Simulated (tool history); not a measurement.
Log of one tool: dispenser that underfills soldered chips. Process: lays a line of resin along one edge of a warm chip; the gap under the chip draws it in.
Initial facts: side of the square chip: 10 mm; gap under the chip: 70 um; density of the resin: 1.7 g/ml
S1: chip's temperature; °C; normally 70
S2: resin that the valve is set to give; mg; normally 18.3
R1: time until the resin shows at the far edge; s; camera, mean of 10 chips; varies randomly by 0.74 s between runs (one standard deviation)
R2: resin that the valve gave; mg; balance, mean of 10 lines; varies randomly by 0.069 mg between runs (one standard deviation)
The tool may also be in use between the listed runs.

Run 1, hour 0.0: usual settings. Result: R1 125.2 s, R2 18.03 mg.
At hour 4.6: new syringe of resin.
Run 2, hour 4.7: usual settings. Result: R1 66.3 s, R2 17.94 mg.
Run 3, hour 7.6: usual settings. Result: R1 79.9 s, R2 18.00 mg.
Run 4, hour 11.9: usual settings. Result: R1 104.8 s, R2 18.02 mg.
Run 5, hour 15.1: usual settings. Result: R1 126.1 s, R2 17.95 mg.
Run 6, hour 18.1: usual settings. Result: R1 151.5 s, R2 17.93 mg.
At hour 20.0: new syringe of resin.
Run 7, hour 22.7: usual settings. Result: R1 80.6 s, R2 17.91 mg.
Run 8, hour 27.6: usual settings but S1 83 °C. Result: R1 54.1 s, R2 17.83 mg.
At hour 29.0: dispensing valve cleaned and set on the balance.
Run 9, hour 32.6: usual settings but S1 64 °C. Result: R1 185.1 s, R2 18.31 mg.
Run 10, hour 35.3: usual settings but S1 64 °C. Result: R1 223.4 s, R2 18.26 mg.
At hour 36.3: new syringe of resin.
Run 11, hour 40.4: usual settings but S1 64 °C. Result: R1 115.8 s, R2 18.17 mg.
Run 12, hour 45.5: usual settings but S1 64 °C. Result: R1 156.4 s, R2 18.14 mg.
Run 13, hour 48.6: usual settings. Result: R1 135.7 s, R2 18.13 mg.
At hour 51.6: new syringe of resin.
Run 14, hour 53.6: usual settings but S1 59 °C, S2 18.6 mg. Result: R1 133.9 s, R2 18.41 mg.
Run 15, hour 57.1: usual settings but S1 79 °C, S2 20.5 mg. Result: R1 55.1 s, R2 20.40 mg.
Run 16, hour 61.6: usual settings but S1 79 °C, S2 16.3 mg. Result: R1 74.8 s, R2 16.08 mg.
Run 17, hour 64.7: usual settings but S1 79 °C, S2 16.3 mg. Result: R1 90.4 s, R2 16.02 mg.
At hour 67.1: new syringe of resin.
Run 18, hour 68.0: usual settings but S1 79 °C, S2 16.3 mg. Result: R1 43.8 s, R2 16.12 mg.
Run 19, hour 71.9: usual settings but S1 65 °C, S2 22.4 mg. Result: R1 112.4 s, R2 21.84 mg.
Run 20, hour 76.7: usual settings but S1 84 °C, S2 20.2 mg. Result: R1 55.6 s, R2 19.73 mg.
Run 21, hour 81.0: usual settings but S1 60 °C, S2 22.6 mg. Result: R1 259.1 s, R2 22.15 mg.
At hour 82.4: new syringe of resin.
Run 22, hour 85.6: usual settings but S1 64 °C, S2 18.8 mg. Result: R1 110.2 s, R2 18.40 mg.
Run 23, hour 90.6: usual settings but S1 80 °C, S2 19.0 mg. Result: R1 61.8 s, R2 18.55 mg.
Run 24, hour 94.6: usual settings but S1 73 °C, S2 22.6 mg. Result: R1 112.8 s, R2 22.01 mg.
At hour 97.6: new syringe of resin.
Run 25, hour 99.8: usual settings but S1 73 °C, S2 22.6 mg. Result: R1 62.1 s, R2 22.03 mg.
Run 26, hour 102.8: usual settings but S1 63 °C, S2 19.4 mg. Result: R1 134.2 s, R2 18.95 mg.

What if the next run were any one of these 5? Each begins from the tool's condition after run 26:
At hour 106.4: dispensing valve cleaned and set on the balance.
Run A, hour 108.3: usual settings but S2 20.3 mg. Result: R1 ?, R2 ?.
At hour 106.4: dispensing valve cleaned and set on the balance.
Run B, hour 108.3: usual settings but S1 75 °C, S2 19.4 mg. Result: R1 ?, R2 ?.
At hour 106.4: dispensing valve cleaned and set on the balance.
Run C, hour 108.3: usual settings but S1 65 °C. Result: R1 ?, R2 ?.
At hour 106.4: dispensing valve cleaned and set on the balance.
Run D, hour 108.3: usual settings but S1 69 °C, S2 19.4 mg. Result: R1 ?, R2 ?.
At hour 106.4: dispensing valve cleaned and set on the balance.
Run E, hour 108.3: usual settings but S2 21.9 mg. Result: R1 ?, R2 ?.

run     R1     R2
  A  116.2  20.28
  B   90.0  19.34
  C  155.0  18.31
  D  121.9  19.39
  E  115.4  21.76
Without the tool's unlogged condition, the same runs would have read:
run    R1     R2
  A  66.9  20.36
  B  51.9  19.41
  C  89.5  18.37
  D  70.3  19.46
  E  66.6  21.84
